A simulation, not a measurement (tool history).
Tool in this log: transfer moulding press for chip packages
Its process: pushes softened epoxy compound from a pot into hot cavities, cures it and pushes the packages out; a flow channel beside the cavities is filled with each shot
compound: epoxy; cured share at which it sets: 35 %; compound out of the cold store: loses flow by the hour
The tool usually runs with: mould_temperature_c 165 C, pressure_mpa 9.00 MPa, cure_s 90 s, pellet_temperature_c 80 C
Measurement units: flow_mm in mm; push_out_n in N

run,hour,mould_temperature_c,pressure_mpa,cure_s,pellet_temperature_c,incoming compound's hours out of the cold store,flow_mm,push_out_n
1,0.0,165,9.00,90,80,23.2,924,525
2,56.8,165,9.00,90,80,21.9,933,528
# hour 67.9: cavities cleaned with cleaning compound and waxed
3,116.0,165,9.00,90,80,10.4,984,544
# hour 149.6: cavities cleaned with cleaning compound and waxed
4,180.0,159,9.00,90,80,44.3,864,734
# hour 209.9: mould's thermocouples calibrated
# hour 234.6: plunger's sealing rings changed
# hour 236.1: cavities cleaned with cleaning compound and waxed
5,268.2,159,9.00,90,80,47.1,850,692
# hour 317.1: cavities cleaned with cleaning compound and waxed
6,348.2,165,9.00,110,80,21.1,931,422
# hour 396.6: cavities cleaned with cleaning compound and waxed
7,422.1,165,9.90,110,80,18.3,994,437
8,460.7,165,9.90,110,80,21.4,971,463
# hour 480.3: plunger's sealing rings changed
# hour 481.8: cavities cleaned with cleaning compound and waxed
9,543.9,165,9.00,90,84,39.8,853,508
# hour 561.3: cavities cleaned with cleaning compound and waxed
10,596.5,165,9.00,119,84,25.6,914,451
11,633.9,159,9.00,90,80,25.3,945,807
# hour 643.9: cavities cleaned with cleaning compound and waxed
12,707.4,159,9.00,90,80,24.3,948,807
# hour 729.1: plunger's sealing rings changed
# hour 730.6: cavities cleaned with cleaning compound and waxed
13,771.9,159,9.00,90,80,32.6,916,762
# hour 810.3: cavities cleaned with cleaning compound and waxed
14,818.6,159,9.00,90,80,47.5,851,738
15,861.8,169,10.04,78,89,8.8,1026,549
# hour 892.8: cavities cleaned with cleaning compound and waxed
16,933.3,165,9.08,81,89,32.0,884,607
# hour 972.7: plunger's sealing rings changed
# hour 974.2: cavities cleaned with cleaning compound and waxed
17,1006.7,163,7.19,81,89,45.6,747,652
# hour 1053.3: cavities cleaned with cleaning compound and waxed
18,1075.1,163,7.19,81,89,26.9,819,700
# hour 1093.3: mould's thermocouples calibrated
# hour 1136.6: cavities cleaned with cleaning compound and waxed
19,1150.5,163,7.19,81,89,27.5,814,688
# hour 1217.1: cavities cleaned with cleaning compound and waxed
# hour 1222.4: plunger's sealing rings changed
20,1222.4,166,10.60,79,71,42.5,914,614
21,1283.0,168,9.00,79,78,20.8,921,577
# hour 1299.5: cavities cleaned with cleaning compound and waxed
22,1358.3,165,9.00,83,80,11.4,972,648
# hour 1383.5: cavities cleaned with cleaning compound and waxed
23,1393.8,165,10.01,83,80,17.0,1002,626
# hour 1462.5: cavities cleaned with cleaning compound and waxed
# hour 1470.2: plunger's sealing rings changed
24,1479.3,165,10.01,83,80,15.7,1009,639
25,1513.2,165,10.01,83,80,22.4,979,623
# hour 1544.2: cavities cleaned with cleaning compound and waxed
26,1578.3,165,9.83,122,87,35.0,910,425

Consider 3 possible next runs. They are alternatives, not a sequence: every one starts from the tool as it was left by run 26. What does each give?
# hour 1629.1: cavities cleaned with cleaning compound and waxed
A,1663.2,165,7.40,113,89,22.3,?,?
# hour 1629.1: cavities cleaned with cleaning compound and waxed
B,1663.2,163,9.83,122,87,47.4,?,?
# hour 1629.1: cavities cleaned with cleaning compound and waxed
C,1663.2,166,9.00,90,80,24.0,?,?

run,flow_mm,push_out_n
A,838,426
B,871,446
C,919,500
Had the tool no hidden state, the same runs would have come out as:
run,flow_mm,push_out_n
A,839,423
B,872,443
C,919,496
